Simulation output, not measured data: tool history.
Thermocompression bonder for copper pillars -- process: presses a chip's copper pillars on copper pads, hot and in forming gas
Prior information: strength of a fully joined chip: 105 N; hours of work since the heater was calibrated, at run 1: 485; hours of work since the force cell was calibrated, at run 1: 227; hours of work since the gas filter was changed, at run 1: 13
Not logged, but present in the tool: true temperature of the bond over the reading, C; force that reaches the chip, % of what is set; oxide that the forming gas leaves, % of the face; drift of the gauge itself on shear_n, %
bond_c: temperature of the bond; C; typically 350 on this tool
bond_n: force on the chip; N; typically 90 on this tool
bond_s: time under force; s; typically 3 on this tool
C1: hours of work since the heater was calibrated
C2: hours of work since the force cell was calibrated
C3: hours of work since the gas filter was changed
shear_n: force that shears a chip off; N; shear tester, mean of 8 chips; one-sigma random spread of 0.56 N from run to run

{"run": 1, "day": 0.0, "bond_c": 350, "bond_n": 90, "bond_s": 3, "C1": 485, "C2": 227, "C3": 13, "shear_n": 75.0}
{"run": 2, "day": 0.371, "bond_c": 350, "bond_n": 90, "bond_s": 3, "C1": 492, "C2": 234, "C3": 20, "shear_n": 75.7}
{"run": 3, "day": 0.925, "bond_c": 366, "bond_n": 90, "bond_s": 3, "C1": 502, "C2": 244, "C3": 30, "shear_n": 82.8}
{"run": 4, "day": 1.338, "bond_c": 366, "bond_n": 90, "bond_s": 3, "C1": 510, "C2": 252, "C3": 38, "shear_n": 83.4}
{"run": 5, "day": 1.825, "bond_c": 366, "bond_n": 90, "bond_s": 3, "C1": 519, "C2": 261, "C3": 47, "shear_n": 80.6}
{"run": 6, "day": 2.408, "bond_c": 366, "bond_n": 90, "bond_s": 3, "C1": 530, "C2": 272, "C3": 58, "shear_n": 81.6}
{"run": 7, "day": 2.742, "bond_c": 347, "bond_n": 90, "bond_s": 3, "C1": 536, "C2": 278, "C3": 64, "shear_n": 72.6}
{"run": 8, "day": 3.425, "bond_c": 347, "bond_n": 90, "bond_s": 3, "C1": 548, "C2": 291, "C3": 77, "shear_n": 72.2}
{"run": 9, "day": 3.867, "bond_c": 350, "bond_n": 87, "bond_s": 3, "C1": 557, "C2": 299, "C3": 85, "shear_n": 72.6}
{"run": 10, "day": 4.162, "bond_c": 364, "bond_n": 90, "bond_s": 3, "C1": 562, "C2": 305, "C3": 90, "shear_n": 81.0}
{"run": 11, "day": 4.738, "bond_c": 350, "bond_n": 90, "bond_s": 2, "C1": 573, "C2": 316, "C3": 101, "shear_n": 65.6}
{"run": 12, "day": 5.175, "bond_c": 350, "bond_n": 90, "bond_s": 3, "C1": 581, "C2": 324, "C3": 109, "shear_n": 74.1}
{"run": 13, "day": 5.625, "bond_c": 350, "bond_n": 90, "bond_s": 5, "C1": 589, "C2": 332, "C3": 118, "shear_n": 81.9}
{"run": 14, "day": 6.25, "bond_c": 340, "bond_n": 90, "bond_s": 3, "C1": 601, "C2": 344, "C3": 129, "shear_n": 67.8}
{"run": 15, "day": 6.654, "bond_c": 350, "bond_n": 90, "bond_s": 8, "C1": 609, "C2": 351, "C3": 137, "shear_n": 87.6}
{"run": 16, "day": 7.258, "bond_c": 350, "bond_n": 90, "bond_s": 3, "C1": 620, "C2": 362, "C3": 148, "shear_n": 73.1}
{"run": 17, "day": 7.771, "bond_c": 350, "bond_n": 90, "bond_s": 3, "C1": 629, "C2": 372, "C3": 158, "shear_n": 72.4}
{"day": 8.042, "done": "forming gas filter changed"}
{"run": 18, "day": 8.258, "bond_c": 350, "bond_n": 90, "bond_s": 3, "C1": 638, "C2": 381, "C3": 4, "shear_n": 75.5}
{"run": 19, "day": 8.688, "bond_c": 323, "bond_n": 90, "bond_s": 4, "C1": 646, "C2": 389, "C3": 12, "shear_n": 67.8}
{"run": 20, "day": 9.275, "bond_c": 323, "bond_n": 90, "bond_s": 4, "C1": 657, "C2": 400, "C3": 23, "shear_n": 67.9}
{"run": 21, "day": 9.908, "bond_c": 321, "bond_n": 132, "bond_s": 4, "C1": 669, "C2": 411, "C3": 35, "shear_n": 79.9}
{"run": 22, "day": 10.217, "bond_c": 321, "bond_n": 132, "bond_s": 4, "C1": 675, "C2": 417, "C3": 40, "shear_n": 79.6}
{"run": 23, "day": 10.529, "bond_c": 321, "bond_n": 90, "bond_s": 3, "C1": 680, "C2": 423, "C3": 46, "shear_n": 60.3}
{"run": 24, "day": 10.962, "bond_c": 321, "bond_n": 90, "bond_s": 3, "C1": 688, "C2": 431, "C3": 54, "shear_n": 60.9}
{"run": 25, "day": 11.333, "bond_c": 373, "bond_n": 60, "bond_s": 2, "C1": 695, "C2": 438, "C3": 61, "shear_n": 64.1}
{"run": 26, "day": 11.983, "bond_c": 373, "bond_n": 60, "bond_s": 2, "C1": 708, "C2": 450, "C3": 73, "shear_n": 63.7}
{"day": 12.1, "done": "heater calibrated with a thermocouple chip"}
{"run": 27, "day": 12.588, "bond_c": 373, "bond_n": 60, "bond_s": 2, "C1": 9, "C2": 460, "C3": 83, "shear_n": 65.3}
{"run": 28, "day": 13.154, "bond_c": 373, "bond_n": 60, "bond_s": 2, "C1": 20, "C2": 470, "C3": 94, "shear_n": 65.1}
{"run": 29, "day": 13.558, "bond_c": 373, "bond_n": 60, "bond_s": 2, "C1": 27, "C2": 478, "C3": 101, "shear_n": 63.9}
{"day": 13.938, "done": "heater calibrated with a thermocouple chip, once more"}
{"run": 30, "day": 14.121, "bond_c": 373, "bond_n": 60, "bond_s": 2, "C1": 3, "C2": 487, "C3": 110, "shear_n": 59.6}
{"run": 31, "day": 14.471, "bond_c": 373, "bond_n": 86, "bond_s": 3, "C1": 10, "C2": 493, "C3": 117, "shear_n": 80.5}
{"run": 32, "day": 14.904, "bond_c": 322, "bond_n": 90, "bond_s": 5, "C1": 18, "C2": 501, "C3": 125, "shear_n": 63.6}
{"run": 33, "day": 15.388, "bond_c": 378, "bond_n": 128, "bond_s": 3, "C1": 27, "C2": 510, "C3": 134, "shear_n": 90.9}
{"run": 34, "day": 16.062, "bond_c": 378, "bond_n": 128, "bond_s": 3, "C1": 40, "C2": 523, "C3": 146, "shear_n": 92.5}
{"run": 35, "day": 16.479, "bond_c": 373, "bond_n": 71, "bond_s": 7, "C1": 47, "C2": 531, "C3": 154, "shear_n": 85.0}
{"run": 36, "day": 16.879, "bond_c": 344, "bond_n": 77, "bond_s": 7, "C1": 55, "C2": 538, "C3": 161, "shear_n": 76.2}

Selected run-to-run steps in shear_n, each split into two signed amounts: the part the tool would show with no hidden state at all (from settings, incoming material and random variation), and the remainder, which goes to the hidden state together with any gauge scatter not common to the measured and the hidden-state-free results:
Run 14 -> 15: bond_c 340 -> 350, bond_s 3 -> 8. shear_n +19.8 N: hidden state -2.2, all else +22.0.
Run 17 -> 18: forming gas filter changed. shear_n +3.1 N: hidden state +4.0, all else -0.9.
Run 29 -> 30: heater calibrated with a thermocouple chip, once more. shear_n -4.3 N: hidden state -5.3, all else +1.0.
Run 30 -> 31: bond_n 60 -> 86, bond_s 2 -> 3. shear_n +20.9 N: hidden state -0.9, all else +21.8.
Run 32 -> 33: bond_c 322 -> 378, bond_n 90 -> 128, bond_s 5 -> 3. shear_n +27.3 N: hidden state -1.2, all else +28.5.
